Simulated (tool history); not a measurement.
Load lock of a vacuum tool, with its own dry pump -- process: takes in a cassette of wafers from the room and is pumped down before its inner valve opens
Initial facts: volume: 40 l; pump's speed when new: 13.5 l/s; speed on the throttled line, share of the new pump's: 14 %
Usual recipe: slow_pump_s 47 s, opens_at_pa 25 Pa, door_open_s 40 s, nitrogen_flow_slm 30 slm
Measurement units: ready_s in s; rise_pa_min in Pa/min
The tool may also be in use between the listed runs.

run    hour  slow_pump_s  opens_at_pa  door_open_s  nitrogen_flow_slm  incoming humidity of the room's air, %  ready_s  rise_pa_min
  1     0.0           47           25           40                 30                                    44.6     69.4        0.028
  2    62.8           47           25           40                 30                                    43.1     69.0        0.031
  3   119.8           47           25           71                 30                                    44.6     69.7        0.034
  4   158.4           47           25           71                 30                                    44.9     69.8        0.036
  5   227.3           47           25           71                 30                                    40.4     69.4        0.028
  6   264.5           47           25           40                 30                                    41.9     70.0        0.028
  7   329.4           47           25           40                 30                                    44.8     68.7        0.025
  8   394.8           47           25           40                 30                                    48.4     68.4        0.031
  9   443.6           47           25           40                 30                                    45.3     69.7        0.032
 10   514.6           47           25           40                 30                                    46.6     69.2        0.031
 11   585.3           47           25           40                 30                                    45.6     69.7        0.024
 12   633.4           47           25           40                 11                                    44.8     70.8        0.040
 13   673.6           47           25           40                 11                                    46.1     70.9        0.031
 14   738.5           47           25           40                 30                                    48.6     70.4        0.027
 15   825.5           47           25           40                 30                                    47.9     69.9        0.033
 16   873.4           47           25           40                 30                                    46.7     69.5        0.030
 17   961.1           47           25           40                 30                                    45.1     70.1        0.035
 18  1017.7           47           25          155                 30                                    46.8     70.2        0.045
 19  1104.8           47           25          155                 30                                    43.7     70.1        0.048
 20  1158.4           57           23           82                 44                                    41.2     78.8        0.041
 21  1239.2           62           21          104                 37                                    46.7     83.8        0.044

What will run 22 give?
 22  1297.7           62           21          104                 37                                    45.0        ?            ?

ready_s: 83.1 s
rise_pa_min: 0.039 Pa/min
Minus the tool's unlogged condition, the same run would have read ready_s 78.5 s, rise_pa_min 0.025 Pa/min.
